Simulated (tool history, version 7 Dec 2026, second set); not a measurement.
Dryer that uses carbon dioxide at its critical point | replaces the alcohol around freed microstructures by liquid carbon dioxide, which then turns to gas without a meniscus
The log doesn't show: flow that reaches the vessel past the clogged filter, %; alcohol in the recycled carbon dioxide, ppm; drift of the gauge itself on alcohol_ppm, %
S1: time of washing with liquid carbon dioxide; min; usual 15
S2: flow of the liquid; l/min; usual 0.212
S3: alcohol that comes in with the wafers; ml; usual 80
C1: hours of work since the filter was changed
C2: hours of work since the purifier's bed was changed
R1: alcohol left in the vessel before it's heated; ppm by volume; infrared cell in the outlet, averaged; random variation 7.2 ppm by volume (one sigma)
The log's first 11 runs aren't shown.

run	day	S1	S2	S3	C1	C2	R1
12	4.438	15	0.212	80	260	212	472
13	4.9	15	0.212	80	265	217	468
14	5.358	15	0.164	80	270	222	1734
15	5.638	24	0.164	80	273	226	129
16	6.033	24	0.164	80	278	230	137
17	6.571	24	0.164	80	284	236	146
18	6.938	24	0.164	80	288	240	132
19	7.329	24	0.164	80	292	244	142
20	7.817	15	0.212	80	297	249	493
21	8.167	15	0.212	80	301	253	494
22	8.588	15	0.189	80	306	258	908
23	9.121	9	0.212	80	312	264	4855
24	9.654	9	0.2	74	317	270	5593
25	10.033	9	0.2	74	322	274	5577
26	10.446	16	0.2	74	326	278	445
27	10.833	18	0.324	27	330	282	22
28	11.4	18	0.324	27	337	289	19
29	11.738	11	0.321	115	340	292	392
30	12.221	16	0.236	23	346	298	63

The next listed run, before its measurement:
31	12.583	13	0.294	34	350	302	?

{"run 31": {"R1": 83}}
Without the tool's hidden state the same run would have given R1 48 ppm by volume.
